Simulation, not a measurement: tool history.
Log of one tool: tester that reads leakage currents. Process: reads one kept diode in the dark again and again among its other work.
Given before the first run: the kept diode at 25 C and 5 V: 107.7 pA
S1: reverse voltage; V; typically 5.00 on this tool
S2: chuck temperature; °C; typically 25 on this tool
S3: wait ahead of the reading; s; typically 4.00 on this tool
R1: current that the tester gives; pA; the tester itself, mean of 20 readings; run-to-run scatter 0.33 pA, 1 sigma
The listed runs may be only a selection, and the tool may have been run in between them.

run 1 hour=0.0 | S1=5.00 S2=25 S3=4.00 | R1=115.41
run 2 hour=85.4 | S1=5.00 S2=25 S3=4.00 | R1=116.48
run 3 hour=124.9 | S1=5.00 S2=25 S3=4.00 | R1=116.61
run 4 hour=185.6 | S1=5.00 S2=25 S3=4.00 | R1=117.17
run 5 hour=265.3 | S1=5.00 S2=25 S3=4.00 | R1=118.43
run 6 hour=338.3 | S1=5.00 S2=25 S3=4.00 | R1=118.80
run 7 hour=378.9 | S1=5.00 S2=25 S3=4.00 | R1=119.49
run 8 hour=438.1 | S1=5.00 S2=25 S3=4.00 | R1=118.65
-- hour=463.8 chuck's temperature calibrated
run 9 hour=522.7 | S1=5.00 S2=25 S3=4.00 | R1=111.05
run 10 hour=560.8 | S1=5.00 S2=25 S3=4.00 | R1=111.57
run 11 hour=619.6 | S1=5.00 S2=25 S3=4.00 | R1=111.44
run 12 hour=679.4 | S1=5.00 S2=25 S3=4.00 | R1=112.70
run 13 hour=735.1 | S1=5.00 S2=25 S3=4.00 | R1=113.18
run 14 hour=775.8 | S1=5.00 S2=25 S3=4.00 | R1=113.52
run 15 hour=832.3 | S1=5.00 S2=45 S3=4.00 | R1=475.27
run 16 hour=897.3 | S1=5.00 S2=45 S3=4.00 | R1=475.80
run 17 hour=943.9 | S1=5.00 S2=43 S3=4.00 | R1=417.45
run 18 hour=997.0 | S1=5.00 S2=25 S3=4.00 | R1=115.43
run 19 hour=1050.7 | S1=2.42 S2=25 S3=0.65 | R1=81.35
run 20 hour=1090.5 | S1=2.42 S2=25 S3=0.65 | R1=81.38

What does the tool deliver on the next run?
run 21 hour=1146.2 | S1=4.04 S2=25 S3=4.77 | R1=?

R1: 104.66 pA
Take away the tool's hidden state, keep the run-to-run variation as it was, and the same run would have given R1 97.31 pA.

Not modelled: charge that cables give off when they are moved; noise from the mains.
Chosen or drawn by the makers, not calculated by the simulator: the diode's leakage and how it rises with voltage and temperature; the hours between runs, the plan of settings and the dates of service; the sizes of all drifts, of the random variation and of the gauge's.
